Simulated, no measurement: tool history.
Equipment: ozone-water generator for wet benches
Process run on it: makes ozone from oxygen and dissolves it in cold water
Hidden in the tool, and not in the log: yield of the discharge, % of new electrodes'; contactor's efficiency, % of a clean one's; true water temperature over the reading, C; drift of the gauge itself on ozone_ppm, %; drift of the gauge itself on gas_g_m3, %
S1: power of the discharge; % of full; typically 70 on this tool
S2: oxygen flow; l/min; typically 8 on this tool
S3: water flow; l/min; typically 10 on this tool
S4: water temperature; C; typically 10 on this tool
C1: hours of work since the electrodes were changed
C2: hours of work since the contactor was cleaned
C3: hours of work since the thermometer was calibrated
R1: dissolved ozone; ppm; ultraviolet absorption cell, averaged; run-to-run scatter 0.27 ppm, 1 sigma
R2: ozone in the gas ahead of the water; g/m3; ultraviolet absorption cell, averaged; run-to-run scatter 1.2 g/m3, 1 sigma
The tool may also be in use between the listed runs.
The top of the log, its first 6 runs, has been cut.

{"run": 7, "hour": 279.3, "S1": 70, "S2": 8, "S3": 10, "S4": 10, "C1": 1422, "C2": 707, "C3": 3418, "R1": 41.4, "R2": 210.6}
{"run": 8, "hour": 334.4, "S1": 70, "S2": 8, "S3": 10, "S4": 10, "C1": 1466, "C2": 752, "C3": 3463, "R1": 41.5, "R2": 208.2}
{"run": 9, "hour": 380.3, "S1": 70, "S2": 8, "S3": 10, "S4": 10, "C1": 1503, "C2": 789, "C3": 3499, "R1": 41.9, "R2": 208.5}
{"run": 10, "hour": 414.1, "S1": 70, "S2": 8, "S3": 10, "S4": 10, "C1": 1530, "C2": 816, "C3": 3527, "R1": 42, "R2": 208.4}
{"run": 11, "hour": 465.7, "S1": 70, "S2": 8, "S3": 10, "S4": 10, "C1": 1572, "C2": 857, "C3": 3568, "R1": 42.3, "R2": 205.9}
{"run": 12, "hour": 527.6, "S1": 70, "S2": 8, "S3": 11, "S4": 10, "C1": 1622, "C2": 907, "C3": 3618, "R1": 39.6, "R2": 206.2}
{"run": 13, "hour": 602.7, "S1": 70, "S2": 8, "S3": 10, "S4": 10, "C1": 1682, "C2": 967, "C3": 3678, "R1": 41.6, "R2": 206.2}
{"run": 14, "hour": 641.1, "S1": 70, "S2": 8, "S3": 10, "S4": 10, "C1": 1713, "C2": 998, "C3": 3709, "R1": 41.6, "R2": 208.1}
{"run": 15, "hour": 717.8, "S1": 70, "S2": 8, "S3": 10, "S4": 10, "C1": 1775, "C2": 1060, "C3": 3771, "R1": 41.3, "R2": 204.8}
{"run": 16, "hour": 763.8, "S1": 70, "S2": 8, "S3": 10, "S4": 10, "C1": 1812, "C2": 1097, "C3": 3808, "R1": 41.6, "R2": 206.3}
{"run": 17, "hour": 819.5, "S1": 46, "S2": 8, "S3": 10, "S4": 10, "C1": 1857, "C2": 1142, "C3": 3853, "R1": 33.1, "R2": 162.6}
{"run": 18, "hour": 868.6, "S1": 70, "S2": 6.57, "S3": 7, "S4": 10, "C1": 1896, "C2": 1181, "C3": 3892, "R1": 51.9, "R2": 220}
{"hour": 893.0, "done": "gauge calibrated"}
{"run": 19, "hour": 943.5, "S1": 70, "S2": 6.57, "S3": 7, "S4": 10, "C1": 1956, "C2": 1242, "C3": 3953, "R1": 51.6, "R2": 228.3}
{"run": 20, "hour": 1017.8, "S1": 70, "S2": 7.75, "S3": 10, "S4": 10, "C1": 2016, "C2": 1301, "C3": 4012, "R1": 42.4, "R2": 211.5}

Estimate the outcome of run 21 from the log above:
{"run": 21, "hour": 1049.3, "S1": 91, "S2": 8, "S3": 10, "S4": 12, "C1": 2041, "C2": 1327, "C3": 4038, "R1": "?", "R2": "?"}

R1: 46.4 ppm
R2: 245.9 g/m3
The same run, on a tool lacking any hidden state, would have yielded R1 46.4 ppm, R2 247.3 g/m3.
